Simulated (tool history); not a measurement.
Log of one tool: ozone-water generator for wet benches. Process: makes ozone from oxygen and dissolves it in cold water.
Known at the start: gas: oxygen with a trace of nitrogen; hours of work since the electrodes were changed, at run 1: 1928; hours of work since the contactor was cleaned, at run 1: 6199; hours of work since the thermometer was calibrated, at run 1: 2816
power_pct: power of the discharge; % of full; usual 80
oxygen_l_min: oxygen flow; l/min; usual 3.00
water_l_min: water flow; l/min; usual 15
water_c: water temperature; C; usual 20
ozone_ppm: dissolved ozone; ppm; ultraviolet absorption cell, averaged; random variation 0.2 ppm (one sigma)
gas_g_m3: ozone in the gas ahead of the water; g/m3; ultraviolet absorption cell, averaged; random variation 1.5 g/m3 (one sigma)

run	hour	power_pct	oxygen_l_min	water_l_min	water_c	hours of work since the electrodes were changed	hours of work since the contactor was cleaned	hours of work since the thermometer was calibrated	ozone_ppm	gas_g_m3
1	0.0	80	3.00	15	20	1928	6199	2816	25.2	270.3
2	50.4	80	3.00	15	20	1969	6240	2857	25.1	266.0
3	131.0	80	3.00	15	20	2035	6306	2923	25.3	269.3
4	193.7	80	2.39	15	20	2086	6357	2974	24.4	300.3
5	256.3	80	2.39	15	20	2138	6408	3025	24.6	302.8
6	343.7	80	2.39	15	20	2209	6480	3097	24.5	300.5
7	385.4	80	3.00	17	22	2243	6514	3131	21.6	268.2
# hour 396.8: contactor cleaned
# hour 439.2: water thermometer calibrated
8	445.7	97	3.60	19	23	2289	40	5	20.9	266.9
9	530.8	81	1.53	13	23	2359	109	75	24.8	379.8
10	612.2	81	1.53	13	23	2425	176	142	25.0	381.5

Measured less the same run without the tool's hidden state. The same run-to-run variation is in both; the gauge's scatter may not be:
The hidden state here: yield of the discharge, % of new electrodes'; contactor's efficiency, % of a clean one's; true water temperature over the reading, C; drift of the gauge itself on ozone_ppm, %; drift of the gauge itself on gas_g_m3, %.
run	ozone_ppm	gas_g_m3
1	-3.1	-13.3
2	-3.1	-13.5
3	-3.2	-14.1
4	-3.2	-16.2
5	-3.2	-16.8
6	-3.2	-17.2
7	-3.1	-15.7
8	-4.0	-17.5
9	-3.9	-23.8
10	-4.1	-24.6

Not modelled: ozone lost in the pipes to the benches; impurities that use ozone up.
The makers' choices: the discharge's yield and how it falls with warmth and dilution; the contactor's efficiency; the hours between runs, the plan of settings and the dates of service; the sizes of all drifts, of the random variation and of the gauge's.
